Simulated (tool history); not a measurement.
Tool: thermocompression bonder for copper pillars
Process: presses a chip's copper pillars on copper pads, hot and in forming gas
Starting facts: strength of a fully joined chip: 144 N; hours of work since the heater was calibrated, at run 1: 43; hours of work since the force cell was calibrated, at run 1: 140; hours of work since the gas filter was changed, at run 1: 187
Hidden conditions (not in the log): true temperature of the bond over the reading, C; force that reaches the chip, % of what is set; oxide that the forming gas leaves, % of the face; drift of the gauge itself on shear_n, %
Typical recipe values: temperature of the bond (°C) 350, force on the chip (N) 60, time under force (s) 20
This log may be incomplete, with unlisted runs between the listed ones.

| run | hour | temperature of the bond (°C) | force on the chip (N) | time under force (s) | hours of work since the heater was calibrated | hours of work since the force cell was calibrated | hours of work since the gas filter was changed | force that shears a chip off (N) |
|---|---|---|---|---|---|---|---|---|
| 1 | 0.0 | 350 | 60 | 20 | 43 | 140 | 187 | 64.8 |
| 2 | 6.6 | 350 | 60 | 17 | 47 | 144 | 192 | 61.2 |
| 3 | 18.1 | 350 | 60 | 20 | 55 | 152 | 200 | 65.1 |
| 4 | 29.2 | 350 | 60 | 20 | 63 | 160 | 207 | 65.0 |
| 5 | 41.5 | 350 | 60 | 20 | 71 | 168 | 216 | 65.2 |
| 6 | 49.3 | 350 | 60 | 20 | 76 | 174 | 221 | 65.1 |
| 7 | 55.5 | 350 | 60 | 20 | 81 | 178 | 225 | 64.8 |
| 8 | 61.2 | 350 | 60 | 20 | 85 | 182 | 229 | 64.7 |
| 9 | 66.9 | 350 | 60 | 20 | 89 | 186 | 233 | 65.3 |
| 10 | 76.6 | 350 | 60 | 13 | 95 | 192 | 240 | 55.0 |
| 11 | 84.0 | 350 | 60 | 13 | 100 | 197 | 245 | 55.1 |
| 12 | 91.0 | 350 | 60 | 20 | 105 | 202 | 250 | 64.4 |
| 13 | 99.4 | 350 | 60 | 20 | 111 | 208 | 255 | 65.0 |
| 14 | 107.2 | 322 | 65 | 20 | 116 | 213 | 261 | 51.5 |
| 15 | 116.4 | 355 | 49 | 20 | 122 | 220 | 267 | 59.8 |
|  | 119.6 | heater calibrated with a thermocouple chip |
| 16 | 125.6 | 355 | 49 | 20 | 4 | 224 | 272 | 59.9 |
| 17 | 132.2 | 351 | 84 | 48 | 9 | 229 | 276 | 101.6 |
|  | 139.9 | heater calibrated with a thermocouple chip, once more |
| 18 | 146.7 | 351 | 84 | 48 | 5 | 237 | 285 | 100.9 |
| 19 | 153.5 | 352 | 53 | 29 | 9 | 242 | 290 | 69.7 |
|  | 158.2 | forming gas filter changed |
| 20 | 164.7 | 352 | 53 | 29 | 17 | 249 | 4 | 72.4 |
| 21 | 172.8 | 350 | 62 | 41 | 22 | 255 | 10 | 87.1 |
| 22 | 181.3 | 350 | 75 | 19 | 28 | 261 | 16 | 75.9 |
| 23 | 188.3 | 334 | 59 | 20 | 33 | 266 | 21 | 57.3 |
| 24 | 199.1 | 327 | 38 | 37 | 40 | 273 | 28 | 49.7 |
| 25 | 211.7 | 350 | 60 | 16 | 49 | 281 | 37 | 61.7 |
| 26 | 219.2 | 355 | 59 | 29 | 54 | 287 | 42 | 78.5 |

4 ways to go on from here, each from the tool as it stands after run 26. What would each give?
| A | 231.9 | 341 | 69 | 26 | 63 | 295 | 50 | ? |
| B | 231.9 | 350 | 87 | 52 | 63 | 295 | 50 | ? |
| C | 231.9 | 375 | 60 | 13 | 63 | 295 | 50 | ? |
| D | 231.9 | 355 | 53 | 17 | 63 | 295 | 50 | ? |

| run | force that shears a chip off (N) |
|---|---|
| A | 74.4 |
| B | 108.2 |
| C | 72.1 |
| D | 61.3 |
With no hidden state in the tool, these same runs would have given:
| run | force that shears a chip off (N) |
|---|---|
| A | 73.7 |
| B | 107.8 |
| C | 71.5 |
| D | 60.7 |
